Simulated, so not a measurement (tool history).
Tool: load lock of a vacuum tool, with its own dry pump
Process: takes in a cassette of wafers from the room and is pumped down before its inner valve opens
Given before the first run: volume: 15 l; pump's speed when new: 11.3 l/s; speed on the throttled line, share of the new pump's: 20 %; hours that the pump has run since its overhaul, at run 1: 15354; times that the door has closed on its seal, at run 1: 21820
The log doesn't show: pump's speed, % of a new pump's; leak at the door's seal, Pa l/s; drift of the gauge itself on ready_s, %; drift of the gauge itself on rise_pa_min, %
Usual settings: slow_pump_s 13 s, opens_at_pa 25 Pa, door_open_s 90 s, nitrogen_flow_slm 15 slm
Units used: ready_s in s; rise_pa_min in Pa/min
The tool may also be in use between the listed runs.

run,hour,slow_pump_s,opens_at_pa,door_open_s,nitrogen_flow_slm,hours that the pump has run since its overhaul,times that the door has closed on its seal,"incoming humidity of the room's air, %",ready_s,rise_pa_min
1,0.0,13,25,90,15,15354,21820,46.2,23.2,0.173
2,506.8,13,25,90,15,15861,23543,44.5,23.2,0.177
3,1078.6,13,25,90,15,16433,25488,41.6,22.9,0.194
4,1653.5,13,25,90,15,17008,27442,44.3,23.0,0.214
5,2219.9,13,25,90,15,17574,29368,43.4,23.4,0.225
6,2626.9,13,25,90,25,17981,30752,48.3,23.1,0.248
7,3221.3,13,25,90,15,18575,32774,44.9,23.1,0.266
8,3733.6,13,25,90,15,19088,34516,45.7,23.3,0.282
9,3992.3,13,25,90,37,19346,35396,44.8,23.2,0.282
# hour 4142.8: door's seal changed, seat wiped
10,4464.4,13,25,90,37,19817,1094,43.5,23.1,0.039
11,5073.6,13,25,90,37,20426,3165,47.1,23.1,0.040
12,5488.7,13,25,152,15,20841,4577,42.8,23.1,0.083
13,5855.5,13,25,152,15,21208,5824,43.2,23.8,0.081
14,6410.8,13,25,133,15,21763,7712,51.3,23.4,0.095
15,6686.4,13,25,90,37,22039,8650,43.9,23.3,0.053
16,7249.9,16,25,90,15,22602,10566,45.4,25.3,0.087
17,7679.2,13,30,90,15,23032,12026,46.8,22.9,0.096
18,8239.3,13,30,90,15,23592,13930,44.3,23.6,0.104
# hour 8524.4: dry pump taken out, an overhauled one fitted
19,8705.2,13,30,90,15,181,15494,47.2,21.4,0.116
20,9052.2,20,30,90,15,528,16674,46.5,26.6,0.116
21,9333.6,20,30,90,15,809,17631,44.3,26.8,0.121
22,9879.4,11,20,90,15,1355,19487,46.5,21.1,0.142
23,10139.7,13,25,90,5,1615,20372,42.6,21.8,0.162
24,10496.7,13,25,90,5,1972,21586,46.1,21.6,0.168
25,11069.9,13,30,90,5,2546,23535,42.4,21.5,0.181
26,11530.6,7,25,132,15,3006,25102,43.7,16.7,0.188
27,11807.9,7,25,132,15,3284,26045,44.2,16.4,0.192
28,12336.4,7,25,132,15,3812,27842,41.6,16.3,0.206
29,12585.9,19,32,37,5,4061,28690,43.8,25.8,0.195
30,13021.1,7,43,29,6,4497,30170,42.8,16.3,0.210
31,13484.6,13,20,36,15,4960,31746,43.6,22.0,0.221
32,13750.0,23,41,90,16,5226,32649,49.5,28.6,0.254

The logged runs with the hidden state left out (each run's random variation unchanged):
run,ready_s,rise_pa_min
1,21.9,0.050
2,21.8,0.044
3,21.4,0.045
4,21.5,0.048
5,21.9,0.039
6,21.5,0.045
7,21.5,0.045
8,21.7,0.047
9,21.5,0.029
10,21.4,0.034
11,21.3,0.031
12,21.2,0.070
13,21.9,0.065
14,21.5,0.072
15,21.3,0.026
16,23.5,0.051
17,20.9,0.055
18,21.5,0.052
19,21.5,0.056
20,26.7,0.048
21,26.9,0.046
22,21.1,0.054
23,21.8,0.068
24,21.6,0.069
25,21.5,0.064
26,16.6,0.060
27,16.3,0.056
28,16.1,0.056
29,25.6,0.035
30,16.0,0.034
31,21.8,0.026
32,28.4,0.051
